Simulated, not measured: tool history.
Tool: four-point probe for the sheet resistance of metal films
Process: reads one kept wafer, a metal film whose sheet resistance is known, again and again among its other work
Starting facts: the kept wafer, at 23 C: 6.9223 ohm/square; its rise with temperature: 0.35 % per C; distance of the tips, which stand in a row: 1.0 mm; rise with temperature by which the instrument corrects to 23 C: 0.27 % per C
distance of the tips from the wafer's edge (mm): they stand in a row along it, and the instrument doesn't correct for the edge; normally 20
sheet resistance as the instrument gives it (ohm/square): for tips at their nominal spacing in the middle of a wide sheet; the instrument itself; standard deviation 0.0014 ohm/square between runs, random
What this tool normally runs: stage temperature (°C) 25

| run | hour | stage temperature (°C) | distance of the tips from the wafer's edge (mm) | sheet resistance as the instrument gives it (ohm/square) |
|---|---|---|---|---|
| 1 | 0.0 | 25 | 20 | 6.895542 |
| 2 | 33.0 | 25 | 20 | 6.896981 |
| 3 | 62.0 | 25 | 20 | 6.894850 |
| 4 | 89.1 | 25 | 20 | 6.896424 |
| 5 | 109.1 | 25 | 4 | 7.109978 |
| 6 | 155.0 | 25 | 4 | 7.109009 |
|  | 176.7 | stage's thermometer calibrated |
| 7 | 188.8 | 22 | 11 | 6.901215 |
| 8 | 231.0 | 33 | 26 | 6.934246 |
| 9 | 271.1 | 25 | 4 | 7.110404 |
| 10 | 293.3 | 25 | 4 | 7.107833 |
| 11 | 327.6 | 22 | 21 | 6.876592 |
| 12 | 368.3 | 23 | 20 | 6.882940 |

3 options for the next run, each taken on its own from the tool as it stands now. Forecast them:
| A | 401.4 | 18 | 28 | ? |
| B | 401.4 | 23 | 5 | ? |
| C | 401.4 | 23 | 20 | ? |

| run | sheet resistance as the instrument gives it (ohm/square) |
|---|---|
| A | 6.850560 |
| B | 7.018264 |
| C | 6.883239 |
Without the tool's hidden state the same runs would have given:
| run | sheet resistance as the instrument gives it (ohm/square) |
|---|---|
| A | 6.899609 |
| B | 7.068398 |
| C | 6.932482 |
